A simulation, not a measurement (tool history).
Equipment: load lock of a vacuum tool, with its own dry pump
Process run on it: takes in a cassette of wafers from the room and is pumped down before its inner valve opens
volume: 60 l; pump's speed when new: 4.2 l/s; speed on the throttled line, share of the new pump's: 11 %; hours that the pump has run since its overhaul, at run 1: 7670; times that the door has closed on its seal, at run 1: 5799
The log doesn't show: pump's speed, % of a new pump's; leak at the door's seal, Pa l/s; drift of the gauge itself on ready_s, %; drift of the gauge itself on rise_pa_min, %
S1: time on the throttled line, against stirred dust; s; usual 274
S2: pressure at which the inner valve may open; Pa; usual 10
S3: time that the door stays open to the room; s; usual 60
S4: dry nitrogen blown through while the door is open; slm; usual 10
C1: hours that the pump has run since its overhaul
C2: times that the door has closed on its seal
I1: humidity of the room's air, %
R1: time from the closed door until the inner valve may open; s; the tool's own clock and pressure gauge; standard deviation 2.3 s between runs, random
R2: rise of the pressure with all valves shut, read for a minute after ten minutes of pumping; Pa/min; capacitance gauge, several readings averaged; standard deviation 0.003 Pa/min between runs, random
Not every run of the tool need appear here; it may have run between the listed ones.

run    hour   S1  S2   S3  S4     C1     C2    I1     R1     R2
  1       0  274  10   60  10   7670   5799    44  385.8  0.069
  2   217.3  274  10   60  10   7887   6183  47.7  388.5  0.077
  3   402.5  274  10   60   8   8072   6510  41.5  389.1  0.077
  4     579  274  10   60   8   8249   6822  43.8  389.1  0.082
  5     803  274  10   60  10   8473   7218  42.7  390.9  0.081
  6  1009.8  274  10   60  10   8680   7583  47.1  392.5  0.086
  7  1226.2  274  10   60  10   8896   7966  42.8  386.7  0.089
  8    1426  274  10   60  10   9096   8319    44  389.1   0.09
  9  1626.8  274  10   60  10   9297   8674  45.1  391.2  0.093
 10    1799  274  10   60  10   9469   8978  48.4  389.6  0.102
 11  2009.7  274  10   60  10   9680   9351  46.2  390.1  0.103
 12  2160.1  274  10   41  10   9830   9617  45.7    391  0.102
 13  2316.8  274  10   41  10   9987   9894  44.9  387.5    0.1
 14  2436.1  220  10   60  10  10106  10104  42.4  342.9  0.109
 15  2536.6  220  10   60  10  10206  10282  45.4  344.7  0.115
 16  2728.7  220  10   60  10  10399  10622  44.9  340.4  0.119
 17  2892.7  220  10   60  10  10562  10911  44.6  342.1  0.118
 18  3066.9  274  10   60  35  10737  11219  45.5    394  0.117
 19  3286.4  368  10   30  35  10956  11607  49.8  476.5  0.118
 20  3400.8  274  10   33  12  11071  11809  47.5  393.3  0.122
 21  3550.8  274  10   33  12  11221  12075  45.5  394.1  0.126
 22  3680.9  137  10   33   5  11351  12305  43.8  270.6   0.13
 23  3839.3  137  10   33   5  11509  12584  43.3  275.4  0.143
 24  3944.5  274  16   60  10  11614  12771  41.3  388.3  0.141
 25  4061.5  193   9   30  32  11731  12977  42.5  322.4  0.133
 26  4162.2  360   9   40  32  11832  13155  41.8  472.6  0.144
 27  4303.2  375   9  221  16  11973  13405  44.5  482.9   0.18
 28  4410.1  154  12  221  16  12080  13593  44.7  285.2  0.188
 29    4542  274  13  108  42  12212  13827    47  387.1  0.162
 30  4776.1  274  13   93  14  12446  14240  46.4  387.5   0.17
 31  4892.4  274  20   60  10  12562  14446  45.8    384   0.17
 32  5120.6  274  20   60  10  12790  14849  44.7  382.9  0.175
 33  5320.4  274  10   43  10  12990  15202  45.7  394.1  0.173
 34  5424.4  274   7   60  10  13094  15386  47.5  402.3  0.185
 35  5528.6  274  10   86  10  13198  15570  45.7    393  0.194
 36    5704  274  10   99   7  13374  15880    49  400.8  0.204

Branching from run 36: 4 alternative next runs. What would each branch give?
  A  5817.7  274  11   38  21  13488  16081  44.1   ?   ?
  B  5817.7  306  10  212  12  13488  16081  44.8   ?   ?
  C  5817.7  274  20  159   6  13488  16081  42.9   ?   ?
  D  5817.7  331  10   60  10  13488  16081  42.5   ?   ?

run     R1     R2
  A  390.7  0.182
  B    422   0.22
  C  383.2  0.218
  D  445.7  0.189
Without the tool's unlogged condition, the same runs would have read:
run     R1     R2
  A  370.9   0.02
  B  402.2  0.058
  C    365  0.056
  D  426.7   0.03
